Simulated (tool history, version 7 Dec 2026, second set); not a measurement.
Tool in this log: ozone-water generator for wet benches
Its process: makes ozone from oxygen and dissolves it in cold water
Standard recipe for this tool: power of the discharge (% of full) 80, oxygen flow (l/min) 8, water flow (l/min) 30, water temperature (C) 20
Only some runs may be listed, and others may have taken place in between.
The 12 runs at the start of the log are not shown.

| run | hour | power of the discharge (% of full) | oxygen flow (l/min) | water flow (l/min) | water temperature (C) | dissolved ozone (ppm) | ozone in the gas ahead of the water (g/m3) |
|---|---|---|---|---|---|---|---|
| 13 | 789.2 | 80 | 8 | 27 | 20 | 29.1 | 286.6 |
| 14 | 828.7 | 80 | 8 | 27 | 20 | 29.5 | 285.5 |
| 15 | 865.1 | 80 | 8 | 30 | 20 | 26.6 | 288 |
| 16 | 910.4 | 80 | 8 | 30 | 14 | 29.3 | 286.5 |
| 17 | 971.8 | 80 | 8 | 30 | 20 | 26.6 | 284.5 |
| 18 | 1010.7 | 77 | 8 | 30 | 16 | 27.6 | 283.6 |
|  | 1033.7 | water thermometer calibrated |
| 19 | 1091.2 | 77 | 8 | 30 | 16 | 27.5 | 280.8 |
| 20 | 1171.7 | 44 | 13.56 | 30 | 13 | 20.5 | 151 |
| 21 | 1238.2 | 44 | 13.56 | 30 | 13 | 20.1 | 150.6 |
| 22 | 1275.2 | 91 | 4.45 | 30 | 13 | 30.3 | 438.9 |
| 23 | 1328.1 | 91 | 4.45 | 30 | 13 | 30.6 | 442.2 |
| 24 | 1413.9 | 58 | 4.56 | 30 | 20 | 22.8 | 344.9 |
| 25 | 1461.3 | 58 | 4.56 | 30 | 20 | 22.7 | 345.9 |
| 26 | 1536.9 | 58 | 4.56 | 27 | 25 | 23.5 | 344.2 |
| 27 | 1595.6 | 74 | 8 | 30 | 23 | 23.9 | 271.5 |
| 28 | 1653.5 | 74 | 14.12 | 36 | 23 | 18.5 | 190.5 |
| 29 | 1701.2 | 80 | 12.06 | 22 | 16 | 33.4 | 218.1 |
| 30 | 1760.2 | 80 | 12.18 | 30 | 20 | 24.3 | 216.5 |
| 31 | 1824.1 | 80 | 12.18 | 30 | 20 | 24.7 | 219.5 |
| 32 | 1876.6 | 80 | 5.96 | 30 | 25 | 24.8 | 339 |
| 33 | 1931.9 | 76 | 8 | 30 | 19 | 25.9 | 273.5 |

Each row is a separate what-if for the run after 33, all from the same tool condition, not one after another. Results?
| A | 1982.7 | 48 | 5.69 | 30 | 20 | ? | ? |
| B | 1982.7 | 58 | 4.83 | 37 | 20 | ? | ? |
| C | 1982.7 | 47 | 8 | 31 | 19 | ? | ? |

| run | dissolved ozone (ppm) | ozone in the gas ahead of the water (g/m3) |
|---|---|---|
| A | 20.2 | 273 |
| B | 18 | 332.4 |
| C | 19.3 | 215.5 |
Had the tool no hidden state, the same runs would have come out as:
| run | dissolved ozone (ppm) | ozone in the gas ahead of the water (g/m3) |
|---|---|---|
| A | 21.7 | 284.2 |
| B | 19.5 | 347.8 |
| C | 20.8 | 224.2 |

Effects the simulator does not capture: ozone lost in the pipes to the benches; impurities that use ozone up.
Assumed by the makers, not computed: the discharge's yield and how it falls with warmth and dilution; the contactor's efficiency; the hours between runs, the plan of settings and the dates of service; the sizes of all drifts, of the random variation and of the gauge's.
